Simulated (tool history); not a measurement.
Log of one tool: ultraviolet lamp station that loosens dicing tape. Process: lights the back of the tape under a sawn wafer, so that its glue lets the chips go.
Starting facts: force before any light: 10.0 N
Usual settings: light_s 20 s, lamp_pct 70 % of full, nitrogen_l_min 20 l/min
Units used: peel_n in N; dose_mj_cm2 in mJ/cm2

run 1 hour=0 | light_s=20 lamp_pct=70 nitrogen_l_min=20 | peel_n=0.41 dose_mj_cm2=374
run 2 hour=13.9 | light_s=20 lamp_pct=70 nitrogen_l_min=20 | peel_n=0.421 dose_mj_cm2=373
run 3 hour=41.7 | light_s=20 lamp_pct=70 nitrogen_l_min=20 | peel_n=0.443 dose_mj_cm2=363
run 4 hour=70.2 | light_s=20 lamp_pct=70 nitrogen_l_min=20 | peel_n=0.437 dose_mj_cm2=361
run 5 hour=91.9 | light_s=20 lamp_pct=70 nitrogen_l_min=20 | peel_n=0.468 dose_mj_cm2=354
run 6 hour=110.5 | light_s=14 lamp_pct=70 nitrogen_l_min=20 | peel_n=1.118 dose_mj_cm2=248
run 7 hour=124.1 | light_s=20 lamp_pct=70 nitrogen_l_min=20 | peel_n=0.47 dose_mj_cm2=351
run 8 hour=136.9 | light_s=37 lamp_pct=70 nitrogen_l_min=20 | peel_n=0.106 dose_mj_cm2=643
run 9 hour=151.4 | light_s=26 lamp_pct=62 nitrogen_l_min=20 | peel_n=0.34 dose_mj_cm2=398
run 10 hour=168.8 | light_s=26 lamp_pct=70 nitrogen_l_min=18 | peel_n=0.284 dose_mj_cm2=440
run 11 hour=185.6 | light_s=20 lamp_pct=79 nitrogen_l_min=20 | peel_n=0.396 dose_mj_cm2=378
run 12 hour=200.1 | light_s=13 lamp_pct=71 nitrogen_l_min=21 | peel_n=1.369 dose_mj_cm2=220
run 13 hour=219.4 | light_s=30 lamp_pct=98 nitrogen_l_min=36 | peel_n=0.071 dose_mj_cm2=698

Branching from run 13: 5 alternative next runs. What would each branch give?
run A hour=231.3 | light_s=30 lamp_pct=83 nitrogen_l_min=21 | peel_n=? dose_mj_cm2=?
run B hour=231.3 | light_s=20 lamp_pct=70 nitrogen_l_min=8 | peel_n=? dose_mj_cm2=?
run C hour=231.3 | light_s=11 lamp_pct=98 nitrogen_l_min=25 | peel_n=? dose_mj_cm2=?
run D hour=231.3 | light_s=20 lamp_pct=70 nitrogen_l_min=32 | peel_n=? dose_mj_cm2=?
run E hour=231.3 | light_s=30 lamp_pct=98 nitrogen_l_min=39 | peel_n=? dose_mj_cm2=?

run=A peel_n=0.116 dose_mj_cm2=591
run=B peel_n=1.426 dose_mj_cm2=332
run=C peel_n=0.882 dose_mj_cm2=250
run=D peel_n=0.351 dose_mj_cm2=332
run=E peel_n=0.071 dose_mj_cm2=690
With the hidden condition removed and each run's random variation left untouched, the same runs would have given:
run=A peel_n=0.081 dose_mj_cm2=765
run=B peel_n=0.826 dose_mj_cm2=430
run=C peel_n=0.459 dose_mj_cm2=324
run=D peel_n=0.171 dose_mj_cm2=429
run=E peel_n=0.068 dose_mj_cm2=893

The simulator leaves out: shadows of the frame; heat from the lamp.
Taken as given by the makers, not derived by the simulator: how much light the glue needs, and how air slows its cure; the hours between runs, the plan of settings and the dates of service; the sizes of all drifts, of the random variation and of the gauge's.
